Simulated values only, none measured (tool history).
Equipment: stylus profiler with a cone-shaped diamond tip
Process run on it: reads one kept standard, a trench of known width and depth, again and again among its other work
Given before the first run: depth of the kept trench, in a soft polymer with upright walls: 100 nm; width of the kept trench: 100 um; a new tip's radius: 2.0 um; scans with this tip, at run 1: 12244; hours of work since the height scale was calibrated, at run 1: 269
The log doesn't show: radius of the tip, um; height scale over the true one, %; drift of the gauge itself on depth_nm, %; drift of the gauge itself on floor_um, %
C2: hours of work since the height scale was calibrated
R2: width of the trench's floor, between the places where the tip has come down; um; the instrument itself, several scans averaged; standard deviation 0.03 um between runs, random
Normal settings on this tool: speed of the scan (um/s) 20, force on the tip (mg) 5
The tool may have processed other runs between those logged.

{"run": 1, "hour": 0.0, "speed of the scan (um/s)": 20, "force on the tip (mg)": 5, "scans with this tip": 12244, "C2": 269, "depth of the trench (nm)": 101.98, "R2": 98.71}
{"run": 2, "hour": 50.4, "speed of the scan (um/s)": 20, "force on the tip (mg)": 2.19, "scans with this tip": 12495, "C2": 297, "depth of the trench (nm)": 101.02, "R2": 98.7}
{"run": 3, "hour": 141.7, "speed of the scan (um/s)": 20, "force on the tip (mg)": 2.19, "scans with this tip": 12951, "C2": 349, "depth of the trench (nm)": 101.11, "R2": 98.7}
{"run": 4, "hour": 199.6, "speed of the scan (um/s)": 20, "force on the tip (mg)": 5, "scans with this tip": 13240, "C2": 381, "depth of the trench (nm)": 101.95, "R2": 98.72}
{"run": 5, "hour": 264.8, "speed of the scan (um/s)": 20, "force on the tip (mg)": 1.89, "scans with this tip": 13566, "C2": 418, "depth of the trench (nm)": 101.06, "R2": 98.69}
{"run": 6, "hour": 326.3, "speed of the scan (um/s)": 20, "force on the tip (mg)": 1.89, "scans with this tip": 13873, "C2": 453, "depth of the trench (nm)": 101.14, "R2": 98.68}
{"run": 7, "hour": 390.4, "speed of the scan (um/s)": 20, "force on the tip (mg)": 9.26, "scans with this tip": 14193, "C2": 489, "depth of the trench (nm)": 102.9, "R2": 98.79}
{"run": 8, "hour": 459.6, "speed of the scan (um/s)": 20, "force on the tip (mg)": 9.26, "scans with this tip": 14538, "C2": 527, "depth of the trench (nm)": 102.87, "R2": 98.72}
{"run": 9, "hour": 519.5, "speed of the scan (um/s)": 8, "force on the tip (mg)": 5, "scans with this tip": 14837, "C2": 561, "depth of the trench (nm)": 101.92, "R2": 98.72}
{"run": 10, "hour": 609.2, "speed of the scan (um/s)": 8, "force on the tip (mg)": 5, "scans with this tip": 15285, "C2": 612, "depth of the trench (nm)": 101.97, "R2": 98.76}
{"run": 11, "hour": 692.5, "speed of the scan (um/s)": 8, "force on the tip (mg)": 5, "scans with this tip": 15701, "C2": 659, "depth of the trench (nm)": 101.91, "R2": 98.76}
{"run": 12, "hour": 734.7, "speed of the scan (um/s)": 20, "force on the tip (mg)": 10.53, "scans with this tip": 15911, "C2": 682, "depth of the trench (nm)": 103.25, "R2": 98.75}

Run 13 is up next; what results do you expect?
{"run": 13, "hour": 826.2, "speed of the scan (um/s)": 23, "force on the tip (mg)": 4.66, "scans with this tip": 16368, "C2": 734, "depth of the trench (nm)": "?", "R2": "?"}

depth of the trench (nm): 101.77
R2: 98.72 um
Were there no unlogged condition in the tool, this run, its random variation unchanged, would have produced depth of the trench (nm) 101.76, R2 98.73 um.
